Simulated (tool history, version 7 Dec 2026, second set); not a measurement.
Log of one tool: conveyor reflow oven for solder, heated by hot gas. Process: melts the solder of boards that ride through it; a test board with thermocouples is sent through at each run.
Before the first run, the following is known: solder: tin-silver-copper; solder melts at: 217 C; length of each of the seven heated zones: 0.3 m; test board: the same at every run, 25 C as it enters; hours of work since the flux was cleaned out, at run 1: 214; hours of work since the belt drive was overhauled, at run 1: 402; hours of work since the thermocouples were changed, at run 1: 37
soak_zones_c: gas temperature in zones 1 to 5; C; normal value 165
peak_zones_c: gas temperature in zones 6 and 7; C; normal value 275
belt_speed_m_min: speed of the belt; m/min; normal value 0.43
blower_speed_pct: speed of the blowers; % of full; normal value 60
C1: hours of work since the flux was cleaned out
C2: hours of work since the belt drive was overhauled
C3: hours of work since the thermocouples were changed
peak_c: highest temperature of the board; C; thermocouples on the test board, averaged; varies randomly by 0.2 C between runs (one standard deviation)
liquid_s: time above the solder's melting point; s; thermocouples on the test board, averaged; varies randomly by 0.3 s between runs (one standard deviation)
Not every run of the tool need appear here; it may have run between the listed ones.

run 1 hour=0 | soak_zones_c=165 peak_zones_c=275 belt_speed_m_min=0.43 blower_speed_pct=60 | C1=214 C2=402 C3=37 | peak_c=254.1 liquid_s=60.9
-- hour=13.1 flux residue cleaned out of gas plates and filters
run 2 hour=33.8 | soak_zones_c=165 peak_zones_c=275 belt_speed_m_min=0.43 blower_speed_pct=60 | C1=16 C2=425 C3=60 | peak_c=252.6 liquid_s=59.1
run 3 hour=50 | soak_zones_c=165 peak_zones_c=275 belt_speed_m_min=0.357 blower_speed_pct=60 | C1=29 C2=437 C3=72 | peak_c=259.4 liquid_s=79.7
run 4 hour=76.7 | soak_zones_c=165 peak_zones_c=275 belt_speed_m_min=0.357 blower_speed_pct=60 | C1=49 C2=458 C3=93 | peak_c=259.5 liquid_s=78.9
run 5 hour=94.9 | soak_zones_c=165 peak_zones_c=275 belt_speed_m_min=0.357 blower_speed_pct=60 | C1=64 C2=472 C3=107 | peak_c=259.2 liquid_s=78.9
run 6 hour=127.3 | soak_zones_c=165 peak_zones_c=275 belt_speed_m_min=0.43 blower_speed_pct=60 | C1=89 C2=497 C3=132 | peak_c=252.1 liquid_s=58.7
-- hour=143 flux residue cleaned out of gas plates and filters, once more
run 7 hour=146.3 | soak_zones_c=165 peak_zones_c=275 belt_speed_m_min=0.43 blower_speed_pct=60 | C1=3 C2=508 C3=143 | peak_c=256.8 liquid_s=62.4
run 8 hour=170.2 | soak_zones_c=165 peak_zones_c=275 belt_speed_m_min=0.43 blower_speed_pct=60 | C1=21 C2=527 C3=162 | peak_c=256.2 liquid_s=63
run 9 hour=188.3 | soak_zones_c=165 peak_zones_c=275 belt_speed_m_min=0.43 blower_speed_pct=68 | C1=35 C2=541 C3=176 | peak_c=258.1 liquid_s=64.1
run 10 hour=215.3 | soak_zones_c=165 peak_zones_c=275 belt_speed_m_min=0.43 blower_speed_pct=68 | C1=56 C2=562 C3=197 | peak_c=258.1 liquid_s=64.3
run 11 hour=232.7 | soak_zones_c=165 peak_zones_c=275 belt_speed_m_min=0.43 blower_speed_pct=68 | C1=70 C2=575 C3=210 | peak_c=258.1 liquid_s=64.7
run 12 hour=250.9 | soak_zones_c=165 peak_zones_c=275 belt_speed_m_min=0.43 blower_speed_pct=60 | C1=84 C2=590 C3=225 | peak_c=255.8 liquid_s=63
run 13 hour=277.8 | soak_zones_c=165 peak_zones_c=275 belt_speed_m_min=0.43 blower_speed_pct=60 | C1=105 C2=611 C3=246 | peak_c=255.6 liquid_s=62.4
run 14 hour=298.9 | soak_zones_c=165 peak_zones_c=275 belt_speed_m_min=0.43 blower_speed_pct=60 | C1=121 C2=627 C3=262 | peak_c=255.9 liquid_s=63
run 15 hour=330.3 | soak_zones_c=159 peak_zones_c=270 belt_speed_m_min=0.43 blower_speed_pct=53 | C1=146 C2=651 C3=286 | peak_c=248.1 liquid_s=53.4
run 16 hour=356.8 | soak_zones_c=159 peak_zones_c=270 belt_speed_m_min=0.368 blower_speed_pct=67 | C1=166 C2=672 C3=307 | peak_c=256.7 liquid_s=73.5
run 17 hour=382 | soak_zones_c=167 peak_zones_c=285 belt_speed_m_min=0.378 blower_speed_pct=67 | C1=186 C2=692 C3=327 | peak_c=270.8 liquid_s=83.9
run 18 hour=404.4 | soak_zones_c=167 peak_zones_c=285 belt_speed_m_min=0.378 blower_speed_pct=67 | C1=203 C2=709 C3=344 | peak_c=270.4 liquid_s=84.2
-- hour=423.7 belt drive overhauled, speed set with a stopwatch
-- hour=435.8 flux residue cleaned out of gas plates and filters
run 19 hour=439.8 | soak_zones_c=172 peak_zones_c=285 belt_speed_m_min=0.378 blower_speed_pct=79 | C1=3 C2=9 C3=365 | peak_c=274.6 liquid_s=86.3
run 20 hour=465.6 | soak_zones_c=172 peak_zones_c=283 belt_speed_m_min=0.361 blower_speed_pct=79 | C1=23 C2=29 C3=385 | peak_c=273.8 liquid_s=90
run 21 hour=493 | soak_zones_c=170 peak_zones_c=279 belt_speed_m_min=0.395 blower_speed_pct=71 | C1=44 C2=50 C3=406 | peak_c=265.9 liquid_s=76.6
run 22 hour=511 | soak_zones_c=165 peak_zones_c=289 belt_speed_m_min=0.433 blower_speed_pct=60 | C1=59 C2=64 C3=420 | peak_c=267.9 liquid_s=69
run 23 hour=535.2 | soak_zones_c=165 peak_zones_c=289 belt_speed_m_min=0.433 blower_speed_pct=60 | C1=77 C2=83 C3=439 | peak_c=267.8 liquid_s=68.4
run 24 hour=558.4 | soak_zones_c=165 peak_zones_c=270 belt_speed_m_min=0.351 blower_speed_pct=69 | C1=95 C2=101 C3=457 | peak_c=259.9 liquid_s=81.1
run 25 hour=576.5 | soak_zones_c=165 peak_zones_c=270 belt_speed_m_min=0.351 blower_speed_pct=69 | C1=109 C2=115 C3=471 | peak_c=259.5 liquid_s=81.4
run 26 hour=597.6 | soak_zones_c=154 peak_zones_c=270 belt_speed_m_min=0.351 blower_speed_pct=56 | C1=126 C2=131 C3=487 | peak_c=255.6 liquid_s=73.4
run 27 hour=620.1 | soak_zones_c=154 peak_zones_c=270 belt_speed_m_min=0.351 blower_speed_pct=56 | C1=143 C2=149 C3=505 | peak_c=255.1 liquid_s=73.1
run 28 hour=635.2 | soak_zones_c=177 peak_zones_c=270 belt_speed_m_min=0.351 blower_speed_pct=65 | C1=155 C2=161 C3=517 | peak_c=259.8 liquid_s=86.5

4 options for the next run, each taken on its own from the tool as it stands now. Forecast them:
run A hour=665.7 | soak_zones_c=152 peak_zones_c=270 belt_speed_m_min=0.415 blower_speed_pct=61 | C1=179 C2=184 C3=540 | peak_c=? liquid_s=?
run B hour=665.7 | soak_zones_c=170 peak_zones_c=270 belt_speed_m_min=0.511 blower_speed_pct=65 | C1=179 C2=184 C3=540 | peak_c=? liquid_s=?
run C hour=665.7 | soak_zones_c=165 peak_zones_c=275 belt_speed_m_min=0.412 blower_speed_pct=72 | C1=179 C2=184 C3=540 | peak_c=? liquid_s=?
run D hour=665.7 | soak_zones_c=165 peak_zones_c=275 belt_speed_m_min=0.462 blower_speed_pct=60 | C1=179 C2=184 C3=540 | peak_c=? liquid_s=?

run=A peak_c=250.1 liquid_s=55.3
run=B peak_c=246.7 liquid_s=45.5
run=C peak_c=259.3 liquid_s=68.1
run=D peak_c=252.4 liquid_s=53.9
With the hidden condition removed and each run's random variation left untouched, the same runs would have given:
run=A peak_c=251.1 liquid_s=56.4
run=B peak_c=247.9 liquid_s=46.8
run=C peak_c=260.3 liquid_s=68.8
run=D peak_c=253.5 liquid_s=54.8

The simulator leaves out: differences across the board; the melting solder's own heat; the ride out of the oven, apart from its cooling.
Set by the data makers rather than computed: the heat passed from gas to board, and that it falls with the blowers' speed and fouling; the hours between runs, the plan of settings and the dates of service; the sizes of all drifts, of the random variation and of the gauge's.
